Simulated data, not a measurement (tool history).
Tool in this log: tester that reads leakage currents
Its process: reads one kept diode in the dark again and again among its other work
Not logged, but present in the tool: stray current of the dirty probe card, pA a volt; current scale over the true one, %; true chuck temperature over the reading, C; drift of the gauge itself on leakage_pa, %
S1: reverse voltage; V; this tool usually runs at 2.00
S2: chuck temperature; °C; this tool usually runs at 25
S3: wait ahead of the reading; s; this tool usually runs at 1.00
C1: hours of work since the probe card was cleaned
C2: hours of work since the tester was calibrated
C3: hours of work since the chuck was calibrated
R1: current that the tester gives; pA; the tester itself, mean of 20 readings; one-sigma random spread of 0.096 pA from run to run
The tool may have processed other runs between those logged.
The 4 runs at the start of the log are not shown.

| run | hour | S1 | S2 | S3 | C1 | C2 | C3 | R1 |
|---|---|---|---|---|---|---|---|---|
| 5 | 288.2 | 2.00 | 25 | 2.19 | 860 | 568 | 460 | 25.48 |
| 6 | 329.8 | 2.00 | 25 | 2.19 | 882 | 591 | 482 | 25.51 |
|  | 384.3 | chuck's temperature calibrated |
| 7 | 385.0 | 2.00 | 25 | 1.00 | 911 | 619 | 0 | 27.89 |
| 8 | 482.4 | 2.00 | 25 | 1.00 | 963 | 672 | 53 | 27.65 |
| 9 | 562.5 | 2.00 | 25 | 1.00 | 1006 | 715 | 96 | 27.21 |
| 10 | 625.2 | 2.00 | 25 | 1.00 | 1040 | 748 | 129 | 26.88 |
| 11 | 665.3 | 2.00 | 25 | 1.00 | 1062 | 770 | 151 | 27.23 |
| 12 | 751.1 | 2.00 | 25 | 1.95 | 1108 | 816 | 197 | 26.82 |
| 13 | 827.6 | 3.16 | 25 | 1.00 | 1149 | 857 | 238 | 34.23 |
| 14 | 872.0 | 3.16 | 25 | 1.00 | 1173 | 881 | 262 | 34.20 |
| 15 | 938.6 | 3.16 | 25 | 1.00 | 1208 | 917 | 298 | 34.26 |
| 16 | 994.2 | 3.16 | 25 | 0.65 | 1238 | 947 | 328 | 33.98 |
| 17 | 1042.9 | 3.16 | 25 | 0.65 | 1264 | 973 | 354 | 33.85 |
| 18 | 1091.6 | 1.34 | 29 | 0.81 | 1291 | 999 | 380 | 27.52 |
| 19 | 1148.9 | 1.34 | 29 | 0.81 | 1321 | 1030 | 411 | 27.33 |
| 20 | 1192.2 | 2.23 | 25 | 0.40 | 1345 | 1053 | 434 | 27.45 |
| 21 | 1254.0 | 2.17 | 23 | 6.91 | 1378 | 1086 | 467 | 22.87 |
| 22 | 1321.2 | 17.47 | 25 | 1.34 | 1414 | 1122 | 503 | 87.64 |
|  | 1337.3 | chuck's temperature calibrated |
| 23 | 1398.1 | 3.56 | 56 | 2.13 | 1454 | 1163 | 33 | 308.57 |
| 24 | 1454.0 | 3.56 | 56 | 2.13 | 1484 | 1193 | 63 | 306.33 |
| 25 | 1514.3 | 3.56 | 42 | 2.13 | 1517 | 1225 | 95 | 124.44 |
| 26 | 1611.7 | 3.56 | 42 | 2.13 | 1569 | 1277 | 147 | 123.16 |
| 27 | 1673.4 | 3.56 | 42 | 2.13 | 1602 | 1310 | 181 | 121.81 |
| 28 | 1729.7 | 3.56 | 42 | 2.13 | 1633 | 1341 | 211 | 120.93 |
| 29 | 1801.1 | 2.12 | 39 | 1.95 | 1671 | 1379 | 249 | 73.87 |

What does the tool deliver on the next run?
| 30 | 1845.7 | 3.95 | 25 | 0.79 | 1695 | 1403 | 273 | ? |

R1: 39.38 pA
Minus the tool's unlogged condition, the same run would have read R1 39.37 pA.

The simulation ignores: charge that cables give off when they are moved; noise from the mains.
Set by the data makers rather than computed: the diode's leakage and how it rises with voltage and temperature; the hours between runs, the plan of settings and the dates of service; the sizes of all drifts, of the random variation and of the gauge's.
